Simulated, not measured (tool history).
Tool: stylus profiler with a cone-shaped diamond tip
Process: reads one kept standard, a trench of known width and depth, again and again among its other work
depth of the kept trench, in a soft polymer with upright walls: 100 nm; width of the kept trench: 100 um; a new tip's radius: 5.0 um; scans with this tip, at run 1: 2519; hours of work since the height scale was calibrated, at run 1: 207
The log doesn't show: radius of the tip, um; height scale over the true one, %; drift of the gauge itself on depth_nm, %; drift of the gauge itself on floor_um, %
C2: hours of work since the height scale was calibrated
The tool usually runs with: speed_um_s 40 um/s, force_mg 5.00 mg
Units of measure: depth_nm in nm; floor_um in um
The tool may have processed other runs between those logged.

run 1 hour=0.0 | speed_um_s=40 force_mg=5.00 | scans_with_this_tip=2519 C2=207 | depth_nm=101.89 floor_um=97.67
run 2 hour=12.9 | speed_um_s=40 force_mg=2.30 | scans_with_this_tip=2632 C2=216 | depth_nm=101.23 floor_um=97.54
run 3 hour=25.4 | speed_um_s=40 force_mg=1.74 | scans_with_this_tip=2740 C2=225 | depth_nm=100.91 floor_um=97.55
run 4 hour=40.4 | speed_um_s=40 force_mg=1.74 | scans_with_this_tip=2870 C2=236 | depth_nm=101.03 floor_um=97.55
run 5 hour=49.6 | speed_um_s=40 force_mg=1.74 | scans_with_this_tip=2950 C2=242 | depth_nm=101.02 floor_um=97.53
run 6 hour=62.3 | speed_um_s=121 force_mg=5.00 | scans_with_this_tip=3061 C2=251 | depth_nm=102.04 floor_um=97.32
run 7 hour=76.8 | speed_um_s=40 force_mg=5.00 | scans_with_this_tip=3187 C2=262 | depth_nm=101.93 floor_um=97.60
run 8 hour=88.2 | speed_um_s=40 force_mg=5.00 | scans_with_this_tip=3287 C2=270 | depth_nm=101.99 floor_um=97.63
run 9 hour=101.4 | speed_um_s=40 force_mg=5.00 | scans_with_this_tip=3401 C2=279 | depth_nm=101.93 floor_um=97.59
run 10 hour=119.8 | speed_um_s=40 force_mg=5.00 | scans_with_this_tip=3562 C2=293 | depth_nm=101.94 floor_um=97.56
run 11 hour=136.5 | speed_um_s=36 force_mg=5.00 | scans_with_this_tip=3707 C2=304 | depth_nm=102.02 floor_um=97.62
run 12 hour=148.3 | speed_um_s=36 force_mg=6.30 | scans_with_this_tip=3809 C2=313 | depth_nm=102.28 floor_um=97.61
run 13 hour=162.1 | speed_um_s=36 force_mg=6.30 | scans_with_this_tip=3929 C2=323 | depth_nm=102.29 floor_um=97.58
run 14 hour=181.2 | speed_um_s=36 force_mg=6.03 | scans_with_this_tip=4095 C2=336 | depth_nm=102.29 floor_um=97.58
run 15 hour=195.5 | speed_um_s=40 force_mg=5.23 | scans_with_this_tip=4220 C2=347 | depth_nm=101.99 floor_um=97.55
run 16 hour=215.7 | speed_um_s=40 force_mg=1.95 | scans_with_this_tip=4395 C2=361 | depth_nm=101.20 floor_um=97.48
run 17 hour=227.9 | speed_um_s=40 force_mg=1.95 | scans_with_this_tip=4501 C2=370 | depth_nm=101.11 floor_um=97.43
run 18 hour=240.3 | speed_um_s=40 force_mg=11.68 | scans_with_this_tip=4610 C2=379 | depth_nm=103.29 floor_um=97.56
run 19 hour=261.0 | speed_um_s=40 force_mg=11.68 | scans_with_this_tip=4789 C2=393 | depth_nm=103.46 floor_um=97.53
run 20 hour=278.9 | speed_um_s=15 force_mg=5.00 | scans_with_this_tip=4945 C2=406 | depth_nm=101.98 floor_um=97.53
run 21 hour=289.7 | speed_um_s=15 force_mg=5.00 | scans_with_this_tip=5039 C2=414 | depth_nm=102.03 floor_um=97.57
run 22 hour=300.8 | speed_um_s=46 force_mg=5.00 | scans_with_this_tip=5136 C2=422 | depth_nm=102.09 floor_um=97.44
run 23 hour=313.7 | speed_um_s=40 force_mg=5.00 | scans_with_this_tip=5248 C2=431 | depth_nm=102.05 floor_um=97.42
run 24 hour=323.6 | speed_um_s=23 force_mg=2.06 | scans_with_this_tip=5333 C2=438 | depth_nm=101.15 floor_um=97.50
run 25 hour=342.0 | speed_um_s=40 force_mg=4.80 | scans_with_this_tip=5494 C2=451 | depth_nm=102.01 floor_um=97.41
run 26 hour=351.4 | speed_um_s=40 force_mg=4.80 | scans_with_this_tip=5576 C2=458 | depth_nm=102.07 floor_um=97.43
run 27 hour=360.4 | speed_um_s=40 force_mg=4.80 | scans_with_this_tip=5654 C2=464 | depth_nm=101.96 floor_um=97.42
run 28 hour=379.2 | speed_um_s=38 force_mg=4.80 | scans_with_this_tip=5818 C2=478 | depth_nm=101.83 floor_um=97.46
run 29 hour=393.7 | speed_um_s=38 force_mg=4.80 | scans_with_this_tip=5944 C2=488 | depth_nm=102.04 floor_um=97.44
run 30 hour=406.6 | speed_um_s=54 force_mg=3.59 | scans_with_this_tip=6056 C2=497 | depth_nm=101.65 floor_um=97.28
run 31 hour=420.5 | speed_um_s=11 force_mg=9.17 | scans_with_this_tip=6176 C2=507 | depth_nm=102.97 floor_um=97.42
run 32 hour=435.7 | speed_um_s=17 force_mg=4.40 | scans_with_this_tip=6309 C2=518 | depth_nm=101.92 floor_um=97.46
run 33 hour=444.5 | speed_um_s=93 force_mg=5.00 | scans_with_this_tip=6385 C2=525 | depth_nm=102.04 floor_um=97.16
run 34 hour=457.3 | speed_um_s=93 force_mg=5.00 | scans_with_this_tip=6497 C2=534 | depth_nm=102.19 floor_um=97.22
run 35 hour=469.9 | speed_um_s=10 force_mg=1.68 | scans_with_this_tip=6606 C2=543 | depth_nm=101.05 floor_um=97.46
run 36 hour=482.7 | speed_um_s=10 force_mg=1.68 | scans_with_this_tip=6717 C2=552 | depth_nm=101.10 floor_um=97.46
run 37 hour=503.2 | speed_um_s=33 force_mg=5.01 | scans_with_this_tip=6896 C2=566 | depth_nm=102.02 floor_um=97.36
run 38 hour=513.7 | speed_um_s=33 force_mg=5.01 | scans_with_this_tip=6988 C2=574 | depth_nm=102.08 floor_um=97.30
run 39 hour=523.6 | speed_um_s=11 force_mg=3.23 | scans_with_this_tip=7074 C2=581 | depth_nm=101.64 floor_um=97.41
run 40 hour=535.0 | speed_um_s=135 force_mg=13.00 | scans_with_this_tip=7173 C2=589 | depth_nm=103.74 floor_um=97.18
run 41 hour=554.9 | speed_um_s=135 force_mg=13.00 | scans_with_this_tip=7345 C2=603 | depth_nm=103.66 floor_um=97.12
run 42 hour=566.5 | speed_um_s=12 force_mg=12.09 | scans_with_this_tip=7447 C2=612 | depth_nm=103.51 floor_um=97.41
run 43 hour=587.2 | speed_um_s=11 force_mg=4.89 | scans_with_this_tip=7627 C2=626 | depth_nm=102.10 floor_um=97.37
run 44 hour=601.3 | speed_um_s=16 force_mg=5.58 | scans_with_this_tip=7749 C2=637 | depth_nm=102.10 floor_um=97.37
run 45 hour=620.4 | speed_um_s=26 force_mg=4.75 | scans_with_this_tip=7915 C2=650 | depth_nm=102.00 floor_um=97.32
run 46 hour=631.1 | speed_um_s=104 force_mg=4.02 | scans_with_this_tip=8009 C2=658 | depth_nm=101.84 floor_um=97.05

Results for each run, recomputed without the tool's hidden state and with each run's random variation untouched:
run=1 depth_nm=101.78 floor_um=97.89
run=2 depth_nm=101.12 floor_um=97.76
run=3 depth_nm=100.80 floor_um=97.79
run=4 depth_nm=100.91 floor_um=97.79
run=5 depth_nm=100.90 floor_um=97.78
run=6 depth_nm=101.92 floor_um=97.58
run=7 depth_nm=101.80 floor_um=97.87
run=8 depth_nm=101.86 floor_um=97.90
run=9 depth_nm=101.79 floor_um=97.88
run=10 depth_nm=101.80 floor_um=97.85
run=11 depth_nm=101.88 floor_um=97.93
run=12 depth_nm=102.13 floor_um=97.92
run=13 depth_nm=102.14 floor_um=97.90
run=14 depth_nm=102.13 floor_um=97.92
run=15 depth_nm=101.83 floor_um=97.90
run=16 depth_nm=101.04 floor_um=97.83
run=17 depth_nm=100.94 floor_um=97.80
run=18 depth_nm=103.11 floor_um=97.93
run=19 depth_nm=103.28 floor_um=97.91
run=20 depth_nm=101.80 floor_um=97.93
run=21 depth_nm=101.84 floor_um=97.97
run=22 depth_nm=101.90 floor_um=97.85
run=23 depth_nm=101.86 floor_um=97.83
run=24 depth_nm=100.95 floor_um=97.92
run=25 depth_nm=101.80 floor_um=97.85
run=26 depth_nm=101.86 floor_um=97.87
run=27 depth_nm=101.75 floor_um=97.87
run=28 depth_nm=101.62 floor_um=97.92
run=29 depth_nm=101.82 floor_um=97.91
run=30 depth_nm=101.43 floor_um=97.75
run=31 depth_nm=102.75 floor_um=97.91
run=32 depth_nm=101.69 floor_um=97.95
run=33 depth_nm=101.82 floor_um=97.66
run=34 depth_nm=101.96 floor_um=97.72
run=35 depth_nm=100.82 floor_um=97.97
run=36 depth_nm=100.87 floor_um=97.98
run=37 depth_nm=101.78 floor_um=97.89
run=38 depth_nm=101.83 floor_um=97.83
run=39 depth_nm=101.39 floor_um=97.95
run=40 depth_nm=103.48 floor_um=97.73
run=41 depth_nm=103.39 floor_um=97.68
run=42 depth_nm=103.25 floor_um=97.97
run=43 depth_nm=101.83 floor_um=97.95
run=44 depth_nm=101.83 floor_um=97.95
run=45 depth_nm=101.72 floor_um=97.91
run=46 depth_nm=101.56 floor_um=97.65
